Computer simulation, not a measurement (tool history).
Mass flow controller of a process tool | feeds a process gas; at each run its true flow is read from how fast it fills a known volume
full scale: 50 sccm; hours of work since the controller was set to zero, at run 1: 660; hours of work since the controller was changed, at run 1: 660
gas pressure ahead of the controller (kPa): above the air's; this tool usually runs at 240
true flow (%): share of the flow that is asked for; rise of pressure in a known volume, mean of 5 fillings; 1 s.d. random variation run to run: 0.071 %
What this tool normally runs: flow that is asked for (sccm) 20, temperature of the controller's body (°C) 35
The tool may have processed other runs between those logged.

run,day,flow that is asked for (sccm),gas pressure ahead of the controller (kPa),temperature of the controller's body (°C),hours of work since the controller was set to zero,hours of work since the controller was changed,true flow (%)
1,0.000,20,240,35,660,660,99.75
2,3.046,20,240,35,685,685,99.85
3,5.338,20,240,35,704,704,99.79
4,9.012,48,240,35,734,734,100.92
5,11.992,43,240,35,758,758,100.72
6,15.017,43,240,35,783,783,100.67
7,16.992,20,240,35,799,799,99.71
8,19.446,20,240,35,819,819,99.73
9,21.917,20,240,35,839,839,99.69
10,25.546,20,240,35,869,869,99.74
11,29.383,20,240,35,900,900,99.73
12,32.121,20,240,35,922,922,99.82
13,33.721,20,240,35,935,935,99.68
14,36.712,20,240,35,960,960,99.72
15,40.196,20,240,35,988,988,99.64
16,43.538,20,240,35,1016,1016,99.76
17,47.146,7,231,24,1045,1045,98.51
18,51.042,7,231,24,1077,1077,98.34
19,54.871,7,231,24,1108,1108,98.41
20,58.542,7,231,24,1138,1138,98.23
21,61.325,7,231,24,1161,1161,98.25
22,64.979,19,198,23,1191,1191,98.56
23,66.900,19,198,22,1206,1206,98.58
24,70.508,5,198,22,1236,1236,97.90
25,74.083,8,174,24,1265,1265,98.10
26,76.542,8,174,24,1285,1285,97.96
27,80.004,11,182,24,1313,1313,98.20
28,82.775,11,182,24,1336,1336,98.22
29,85.225,11,182,24,1356,1356,98.20
30,89.108,11,202,30,1387,1387,98.85
31,92.438,23,146,23,1415,1415,98.47

Forecast each of these 3 alternatives for the next run:
A,94.158,23,210,23,1429,1429,?
B,94.158,23,249,32,1429,1429,?
C,94.158,31,143,23,1429,1429,?

run,true flow (%)
A,98.81
B,99.60
C,98.80
Stripped of hidden state, with their random variation kept, the same runs would have yielded:
run,true flow (%)
A,98.81
B,99.60
C,98.80
